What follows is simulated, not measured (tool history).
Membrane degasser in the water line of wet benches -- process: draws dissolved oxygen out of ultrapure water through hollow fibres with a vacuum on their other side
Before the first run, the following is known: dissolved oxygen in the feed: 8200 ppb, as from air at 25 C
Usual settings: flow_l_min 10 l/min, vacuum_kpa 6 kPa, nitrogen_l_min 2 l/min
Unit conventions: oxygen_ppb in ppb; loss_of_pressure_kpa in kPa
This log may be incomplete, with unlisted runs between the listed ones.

{"run": 1, "hour": 0.0, "flow_l_min": 10, "vacuum_kpa": 6, "nitrogen_l_min": 2, "oxygen_ppb": 40.6, "loss_of_pressure_kpa": 65.74}
{"run": 2, "hour": 37.6, "flow_l_min": 10, "vacuum_kpa": 6, "nitrogen_l_min": 2, "oxygen_ppb": 41.9, "loss_of_pressure_kpa": 65.71}
{"run": 3, "hour": 113.3, "flow_l_min": 10, "vacuum_kpa": 6, "nitrogen_l_min": 2.65, "oxygen_ppb": 32.9, "loss_of_pressure_kpa": 65.22}
{"run": 4, "hour": 194.2, "flow_l_min": 10, "vacuum_kpa": 6, "nitrogen_l_min": 2.65, "oxygen_ppb": 33.1, "loss_of_pressure_kpa": 65.87}
{"run": 5, "hour": 240.5, "flow_l_min": 10, "vacuum_kpa": 6, "nitrogen_l_min": 2.65, "oxygen_ppb": 33.6, "loss_of_pressure_kpa": 65.31}
{"run": 6, "hour": 320.1, "flow_l_min": 10, "vacuum_kpa": 6, "nitrogen_l_min": 2.65, "oxygen_ppb": 33.2, "loss_of_pressure_kpa": 65.25}
{"run": 7, "hour": 407.8, "flow_l_min": 10, "vacuum_kpa": 6, "nitrogen_l_min": 2, "oxygen_ppb": 41.1, "loss_of_pressure_kpa": 65.65}
{"run": 8, "hour": 484.5, "flow_l_min": 16, "vacuum_kpa": 6, "nitrogen_l_min": 2, "oxygen_ppb": 119.1, "loss_of_pressure_kpa": 105.18}
{"run": 9, "hour": 564.4, "flow_l_min": 16, "vacuum_kpa": 6, "nitrogen_l_min": 2.15, "oxygen_ppb": 116.2, "loss_of_pressure_kpa": 105.03}
{"run": 10, "hour": 635.0, "flow_l_min": 12, "vacuum_kpa": 6, "nitrogen_l_min": 2, "oxygen_ppb": 58.8, "loss_of_pressure_kpa": 79}
{"run": 11, "hour": 672.3, "flow_l_min": 12, "vacuum_kpa": 6, "nitrogen_l_min": 2, "oxygen_ppb": 59.4, "loss_of_pressure_kpa": 79.09}
{"run": 12, "hour": 725.1, "flow_l_min": 12, "vacuum_kpa": 6, "nitrogen_l_min": 2, "oxygen_ppb": 59.4, "loss_of_pressure_kpa": 79.02}
{"run": 13, "hour": 809.4, "flow_l_min": 10, "vacuum_kpa": 6, "nitrogen_l_min": 3.3, "oxygen_ppb": 28.4, "loss_of_pressure_kpa": 65.53}
{"run": 14, "hour": 890.7, "flow_l_min": 10, "vacuum_kpa": 6, "nitrogen_l_min": 3.3, "oxygen_ppb": 28.9, "loss_of_pressure_kpa": 65.85}
{"run": 15, "hour": 956.0, "flow_l_min": 10, "vacuum_kpa": 6, "nitrogen_l_min": 3.3, "oxygen_ppb": 28.6, "loss_of_pressure_kpa": 65.59}
{"run": 16, "hour": 1030.5, "flow_l_min": 8, "vacuum_kpa": 5.49, "nitrogen_l_min": 2, "oxygen_ppb": 25.4, "loss_of_pressure_kpa": 52.99}
{"run": 17, "hour": 1087.1, "flow_l_min": 8, "vacuum_kpa": 5.49, "nitrogen_l_min": 2, "oxygen_ppb": 25.9, "loss_of_pressure_kpa": 52.54}
{"run": 18, "hour": 1172.7, "flow_l_min": 12, "vacuum_kpa": 10.96, "nitrogen_l_min": 2, "oxygen_ppb": 135.2, "loss_of_pressure_kpa": 78.98}
{"run": 19, "hour": 1247.0, "flow_l_min": 11, "vacuum_kpa": 6, "nitrogen_l_min": 1.4, "oxygen_ppb": 65.6, "loss_of_pressure_kpa": 72.29}
{"run": 20, "hour": 1298.9, "flow_l_min": 11, "vacuum_kpa": 6, "nitrogen_l_min": 1.4, "oxygen_ppb": 66.1, "loss_of_pressure_kpa": 72.17}
{"run": 21, "hour": 1339.0, "flow_l_min": 11, "vacuum_kpa": 6, "nitrogen_l_min": 1.4, "oxygen_ppb": 65.7, "loss_of_pressure_kpa": 72.63}

Estimate the outcome of run 22 from the log above:
{"run": 22, "hour": 1377.2, "flow_l_min": 6, "vacuum_kpa": 11.61, "nitrogen_l_min": 1.09, "oxygen_ppb": "?", "loss_of_pressure_kpa": "?"}

oxygen_ppb: 129.9 ppb
loss_of_pressure_kpa: 39.44 kPa
With no hidden state in the tool, this same run would have given oxygen_ppb 113.5 ppb, loss_of_pressure_kpa 39.05 kPa.

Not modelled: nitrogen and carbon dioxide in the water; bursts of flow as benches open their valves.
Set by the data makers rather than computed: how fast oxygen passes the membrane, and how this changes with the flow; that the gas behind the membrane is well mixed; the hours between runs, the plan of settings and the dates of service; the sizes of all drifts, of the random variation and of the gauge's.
